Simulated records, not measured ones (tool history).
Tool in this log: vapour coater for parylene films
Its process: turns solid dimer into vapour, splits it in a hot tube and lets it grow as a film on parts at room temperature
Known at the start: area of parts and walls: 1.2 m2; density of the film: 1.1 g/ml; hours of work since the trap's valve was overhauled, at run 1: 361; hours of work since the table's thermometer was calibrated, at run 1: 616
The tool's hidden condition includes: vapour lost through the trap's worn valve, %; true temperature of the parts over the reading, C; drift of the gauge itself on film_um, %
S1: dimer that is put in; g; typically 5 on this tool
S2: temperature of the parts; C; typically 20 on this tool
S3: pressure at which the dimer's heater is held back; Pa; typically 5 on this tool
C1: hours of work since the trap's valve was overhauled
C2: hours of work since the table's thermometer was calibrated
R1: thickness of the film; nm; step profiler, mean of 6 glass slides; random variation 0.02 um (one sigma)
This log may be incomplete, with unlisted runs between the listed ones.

{"run": 1, "hour": 0.0, "S1": 5, "S2": 20, "S3": 5, "C1": 361, "C2": 616, "R1": 2420}
{"run": 2, "hour": 29.7, "S1": 5, "S2": 20, "S3": 5, "C1": 387, "C2": 642, "R1": 2430}
{"run": 3, "hour": 48.7, "S1": 5, "S2": 20, "S3": 5, "C1": 403, "C2": 658, "R1": 2410}
{"run": 4, "hour": 62.5, "S1": 5, "S2": 20, "S3": 5, "C1": 415, "C2": 670, "R1": 2430}
{"run": 5, "hour": 78.6, "S1": 5, "S2": 24, "S3": 5, "C1": 429, "C2": 684, "R1": 2140}
{"run": 6, "hour": 103.9, "S1": 5, "S2": 20, "S3": 5, "C1": 451, "C2": 706, "R1": 2410}
{"run": 7, "hour": 116.8, "S1": 3, "S2": 20, "S3": 5, "C1": 462, "C2": 717, "R1": 1450}
{"run": 8, "hour": 143.7, "S1": 3, "S2": 20, "S3": 5, "C1": 486, "C2": 741, "R1": 1450}
{"run": 9, "hour": 166.4, "S1": 3, "S2": 20, "S3": 5, "C1": 505, "C2": 760, "R1": 1390}
{"run": 10, "hour": 181.2, "S1": 3, "S2": 20, "S3": 5, "C1": 518, "C2": 773, "R1": 1380}
{"run": 11, "hour": 194.6, "S1": 3, "S2": 20, "S3": 5, "C1": 530, "C2": 785, "R1": 1430}
{"hour": 211.1, "done": "trap's valve overhauled"}
{"run": 12, "hour": 223.6, "S1": 3, "S2": 20, "S3": 5, "C1": 11, "C2": 807, "R1": 1330}
{"run": 13, "hour": 253.0, "S1": 5, "S2": 20, "S3": 5, "C1": 36, "C2": 832, "R1": 2210}
{"hour": 274.5, "done": "trap's valve overhauled, once more"}
{"run": 14, "hour": 286.4, "S1": 5, "S2": 22, "S3": 5, "C1": 10, "C2": 858, "R1": 2490}
{"run": 15, "hour": 299.6, "S1": 5, "S2": 22, "S3": 5, "C1": 22, "C2": 869, "R1": 2480}
{"run": 16, "hour": 313.3, "S1": 5, "S2": 22, "S3": 5, "C1": 34, "C2": 881, "R1": 2540}
{"run": 17, "hour": 335.2, "S1": 5, "S2": 22, "S3": 5, "C1": 53, "C2": 900, "R1": 2500}
{"run": 18, "hour": 364.5, "S1": 5, "S2": 16, "S3": 5, "C1": 78, "C2": 925, "R1": 2940}
{"run": 19, "hour": 386.7, "S1": 5, "S2": 20, "S3": 5, "C1": 97, "C2": 945, "R1": 2620}
{"run": 20, "hour": 407.6, "S1": 5, "S2": 20, "S3": 5, "C1": 115, "C2": 963, "R1": 2580}
{"run": 21, "hour": 422.3, "S1": 5, "S2": 20, "S3": 5, "C1": 128, "C2": 975, "R1": 2600}
{"run": 22, "hour": 434.9, "S1": 5, "S2": 15, "S3": 5, "C1": 139, "C2": 986, "R1": 3010}
{"run": 23, "hour": 461.6, "S1": 2, "S2": 15, "S3": 5, "C1": 162, "C2": 1010, "R1": 1170}
{"run": 24, "hour": 490.0, "S1": 4, "S2": 20, "S3": 5, "C1": 187, "C2": 1034, "R1": 2070}
{"run": 25, "hour": 518.1, "S1": 4, "S2": 20, "S3": 5, "C1": 211, "C2": 1058, "R1": 2050}
{"run": 26, "hour": 542.7, "S1": 4, "S2": 20, "S3": 2.46, "C1": 233, "C2": 1080, "R1": 2220}
{"run": 27, "hour": 565.6, "S1": 4, "S2": 20, "S3": 2.46, "C1": 252, "C2": 1100, "R1": 2160}
{"run": 28, "hour": 578.3, "S1": 4, "S2": 20, "S3": 2.46, "C1": 264, "C2": 1111, "R1": 2160}
{"run": 29, "hour": 596.1, "S1": 5, "S2": 20, "S3": 2.64, "C1": 279, "C2": 1126, "R1": 2730}
{"run": 30, "hour": 613.1, "S1": 3, "S2": 15, "S3": 2.97, "C1": 294, "C2": 1141, "R1": 1840}
{"run": 31, "hour": 632.2, "S1": 3, "S2": 15, "S3": 2.97, "C1": 310, "C2": 1157, "R1": 1830}
{"run": 32, "hour": 644.6, "S1": 3, "S2": 30, "S3": 2.97, "C1": 321, "C2": 1168, "R1": 1210}
{"run": 33, "hour": 667.0, "S1": 3, "S2": 30, "S3": 2.97, "C1": 340, "C2": 1188, "R1": 1190}
{"run": 34, "hour": 688.3, "S1": 5, "S2": 16, "S3": 3.56, "C1": 359, "C2": 1206, "R1": 2850}
{"run": 35, "hour": 713.9, "S1": 5, "S2": 16, "S3": 3.56, "C1": 381, "C2": 1228, "R1": 2840}
{"run": 36, "hour": 732.7, "S1": 4, "S2": 30, "S3": 5, "C1": 397, "C2": 1245, "R1": 1470}
{"run": 37, "hour": 754.2, "S1": 5, "S2": 13, "S3": 3.18, "C1": 416, "C2": 1263, "R1": 3120}
{"run": 38, "hour": 766.2, "S1": 3, "S2": 13, "S3": 3.18, "C1": 426, "C2": 1274, "R1": 1850}
{"run": 39, "hour": 781.9, "S1": 3, "S2": 13, "S3": 3.18, "C1": 440, "C2": 1287, "R1": 1850}
{"run": 40, "hour": 800.3, "S1": 6, "S2": 23, "S3": 8.51, "C1": 456, "C2": 1303, "R1": 2510}
{"run": 41, "hour": 827.2, "S1": 6, "S2": 23, "S3": 8.51, "C1": 479, "C2": 1327, "R1": 2480}
{"run": 42, "hour": 842.3, "S1": 5, "S2": 30, "S3": 6.27, "C1": 492, "C2": 1340, "R1": 1710}
{"run": 43, "hour": 867.8, "S1": 2, "S2": 28, "S3": 6.9, "C1": 515, "C2": 1362, "R1": 720}
{"run": 44, "hour": 893.3, "S1": 3, "S2": 17, "S3": 5, "C1": 537, "C2": 1384, "R1": 1530}
{"hour": 902.2, "done": "trap's valve overhauled"}
{"run": 45, "hour": 909.7, "S1": 4, "S2": 14, "S3": 11.75, "C1": 6, "C2": 1395, "R1": 2260}
{"run": 46, "hour": 931.7, "S1": 3, "S2": 15, "S3": 2.6, "C1": 26, "C2": 1414, "R1": 1970}
{"run": 47, "hour": 952.2, "S1": 2, "S2": 20, "S3": 5.7, "C1": 43, "C2": 1431, "R1": 1060}

Alternative continuations, all from the tool just after run 47; predict every row:
{"run": "A", "hour": 973.0, "S1": 5, "S2": 13, "S3": 5.7, "C1": 61, "C2": 1449, "R1": "?"}
{"run": "B", "hour": 973.0, "S1": 2, "S2": 20, "S3": 5, "C1": 61, "C2": 1449, "R1": "?"}
{"run": "C", "hour": 973.0, "S1": 2, "S2": 28, "S3": 5.7, "C1": 61, "C2": 1449, "R1": "?"}

run=A R1=3130
run=B R1=1050
run=C R1=830
Without the tool's hidden state the same runs would have given:
run=A R1=3190
run=B R1=1080
run=C R1=850
